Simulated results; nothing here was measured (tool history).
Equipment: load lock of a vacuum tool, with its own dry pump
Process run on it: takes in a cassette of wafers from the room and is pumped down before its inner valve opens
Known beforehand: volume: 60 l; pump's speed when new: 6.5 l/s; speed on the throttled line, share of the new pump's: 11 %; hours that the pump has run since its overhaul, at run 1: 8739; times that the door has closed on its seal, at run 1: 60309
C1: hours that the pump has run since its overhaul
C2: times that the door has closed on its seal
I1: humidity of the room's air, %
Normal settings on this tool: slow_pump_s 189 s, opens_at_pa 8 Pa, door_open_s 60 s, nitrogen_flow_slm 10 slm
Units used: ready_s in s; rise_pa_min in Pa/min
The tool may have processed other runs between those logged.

Run 1, day 0.000: usual settings; C1 8739; C2 60309; I1 46.1. Result: ready_s 261.0 s, rise_pa_min 0.321 Pa/min.
Run 2, day 13.212: usual settings; C1 9056; C2 61796; I1 44.4. Result: ready_s 261.2 s, rise_pa_min 0.339 Pa/min.
Run 3, day 31.129: usual settings; C1 9486; C2 63812; I1 42.1. Result: ready_s 260.9 s, rise_pa_min 0.359 Pa/min.
Run 4, day 41.375: usual settings; C1 9732; C2 64965; I1 44.2. Result: ready_s 259.7 s, rise_pa_min 0.368 Pa/min.
Run 5, day 54.738: usual settings; C1 10052; C2 66468; I1 43.8. Result: ready_s 261.7 s, rise_pa_min 0.374 Pa/min.
Run 6, day 66.588: usual settings but slow_pump_s 174 s; C1 10337; C2 67802; I1 40.9. Result: ready_s 247.8 s, rise_pa_min 0.385 Pa/min.
Run 7, day 82.988: usual settings but slow_pump_s 174 s; C1 10730; C2 69647; I1 43.8. Result: ready_s 248.3 s, rise_pa_min 0.398 Pa/min.
At day 103.379: door's seal changed, seat wiped.
Run 8, day 104.500: usual settings but slow_pump_s 174 s, opens_at_pa 6 Pa; C1 11245; C2 126; I1 45.0. Result: ready_s 251.3 s, rise_pa_min 0.028 Pa/min.
Run 9, day 113.875: usual settings; C1 11470; C2 1181; I1 46.5. Result: ready_s 261.7 s, rise_pa_min 0.032 Pa/min.
Run 10, day 134.367: usual settings; C1 11962; C2 3487; I1 46.6. Result: ready_s 261.8 s, rise_pa_min 0.041 Pa/min.
Run 11, day 145.308: usual settings; C1 12225; C2 4718; I1 45.2. Result: ready_s 261.3 s, rise_pa_min 0.039 Pa/min.
Run 12, day 155.608: usual settings but nitrogen_flow_slm 27 slm; C1 12472; C2 5877; I1 44.9. Result: ready_s 262.8 s, rise_pa_min 0.029 Pa/min.
Run 13, day 165.092: usual settings but nitrogen_flow_slm 27 slm; C1 12699; C2 6945; I1 45.6. Result: ready_s 262.2 s, rise_pa_min 0.035 Pa/min.
Run 14, day 186.567: usual settings but nitrogen_flow_slm 27 slm; C1 13215; C2 9361; I1 43.1. Result: ready_s 262.1 s, rise_pa_min 0.042 Pa/min.
Run 15, day 202.342: usual settings but door_open_s 68 s; C1 13594; C2 11136; I1 46.3. Result: ready_s 262.7 s, rise_pa_min 0.061 Pa/min.
Run 16, day 217.429: usual settings but door_open_s 45 s; C1 13956; C2 12834; I1 46.7. Result: ready_s 262.0 s, rise_pa_min 0.056 Pa/min.
Run 17, day 229.775: usual settings but door_open_s 45 s; C1 14252; C2 14223; I1 44.0. Result: ready_s 262.9 s, rise_pa_min 0.059 Pa/min.
At day 242.750: dry pump taken out, an overhauled one fitted.
Run 18, day 249.354: usual settings but door_open_s 45 s; C1 158; C2 16398; I1 47.2. Result: ready_s 254.6 s, rise_pa_min 0.063 Pa/min.
Run 19, day 264.512: usual settings but door_open_s 45 s; C1 522; C2 18104; I1 44.8. Result: ready_s 256.2 s, rise_pa_min 0.073 Pa/min.
Run 20, day 277.471: usual settings but slow_pump_s 157 s, opens_at_pa 7 Pa, nitrogen_flow_slm 8 slm; C1 833; C2 19562; I1 43.9. Result: ready_s 228.6 s, rise_pa_min 0.082 Pa/min.

Expected results for the next run?
Run 21, day 288.200: usual settings but slow_pump_s 120 s, opens_at_pa 15 Pa, door_open_s 97 s, nitrogen_flow_slm 8 slm; C1 1091; C2 20770; I1 41.8. Result: ready_s ?, rise_pa_min ?.

{"run 21": {"ready_s": 188.9, "rise_pa_min": 0.098}}
On a tool with no hidden condition, and with the same random variation, this run would have come out at ready_s 188.1 s, rise_pa_min 0.042 Pa/min.
